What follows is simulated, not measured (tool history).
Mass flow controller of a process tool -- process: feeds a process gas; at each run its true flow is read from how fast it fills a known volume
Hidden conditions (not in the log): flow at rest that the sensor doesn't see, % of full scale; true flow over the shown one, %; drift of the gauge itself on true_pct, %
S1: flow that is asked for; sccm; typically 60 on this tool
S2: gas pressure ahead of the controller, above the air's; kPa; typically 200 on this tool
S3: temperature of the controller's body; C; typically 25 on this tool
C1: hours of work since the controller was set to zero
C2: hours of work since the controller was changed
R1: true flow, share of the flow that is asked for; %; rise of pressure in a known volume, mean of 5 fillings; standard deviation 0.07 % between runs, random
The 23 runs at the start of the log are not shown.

{"run": 24, "hour": 1343.9, "S1": 94, "S2": 200, "S3": 25, "C1": 1105, "C2": 1105, "R1": 99.32}
{"run": 25, "hour": 1415.3, "S1": 94, "S2": 200, "S3": 25, "C1": 1145, "C2": 1145, "R1": 99.36}
{"run": 26, "hour": 1497.1, "S1": 51, "S2": 200, "S3": 25, "C1": 1191, "C2": 1191, "R1": 99.21}
{"run": 27, "hour": 1579.3, "S1": 60, "S2": 200, "S3": 30, "C1": 1236, "C2": 1236, "R1": 98.77}
{"run": 28, "hour": 1660.8, "S1": 60, "S2": 200, "S3": 30, "C1": 1282, "C2": 1282, "R1": 98.8}
{"run": 29, "hour": 1720.2, "S1": 39, "S2": 182, "S3": 37, "C1": 1315, "C2": 1315, "R1": 98.02}
{"run": 30, "hour": 1777.7, "S1": 60, "S2": 187, "S3": 30, "C1": 1347, "C2": 1347, "R1": 98.9}
{"run": 31, "hour": 1837.0, "S1": 44, "S2": 170, "S3": 37, "C1": 1380, "C2": 1380, "R1": 98.18}
{"run": 32, "hour": 1893.1, "S1": 21, "S2": 162, "S3": 37, "C1": 1411, "C2": 1411, "R1": 98.47}
{"run": 33, "hour": 1963.7, "S1": 21, "S2": 162, "S3": 37, "C1": 1451, "C2": 1451, "R1": 98.64}
{"run": 34, "hour": 2050.4, "S1": 21, "S2": 162, "S3": 37, "C1": 1499, "C2": 1499, "R1": 98.57}
{"run": 35, "hour": 2124.1, "S1": 21, "S2": 162, "S3": 37, "C1": 1540, "C2": 1540, "R1": 98.67}
{"run": 36, "hour": 2161.6, "S1": 21, "S2": 264, "S3": 25, "C1": 1561, "C2": 1561, "R1": 99.71}

Here are 5 independent what-if runs from the current tool condition. What would each one return?
{"run": "A", "hour": 2198.4, "S1": 200, "S2": 243, "S3": 21, "C1": 1582, "C2": 1582, "R1": "?"}
{"run": "B", "hour": 2198.4, "S1": 112, "S2": 200, "S3": 25, "C1": 1582, "C2": 1582, "R1": "?"}
{"run": "C", "hour": 2198.4, "S1": 21, "S2": 265, "S3": 25, "C1": 1582, "C2": 1582, "R1": "?"}
{"run": "D", "hour": 2198.4, "S1": 180, "S2": 224, "S3": 29, "C1": 1582, "C2": 1582, "R1": "?"}
{"run": "E", "hour": 2198.4, "S1": 46, "S2": 200, "S3": 23, "C1": 1582, "C2": 1582, "R1": "?"}

run=A R1=100.79
run=B R1=99.62
run=C R1=99.87
run=D R1=99.83
run=E R1=99.4
The same runs, with their run-to-run variation unchanged, on a tool lacking any hidden condition would have given:
run=A R1=100.47
run=B R1=99.19
run=C R1=98.45
run=D R1=99.49
run=E R1=98.65
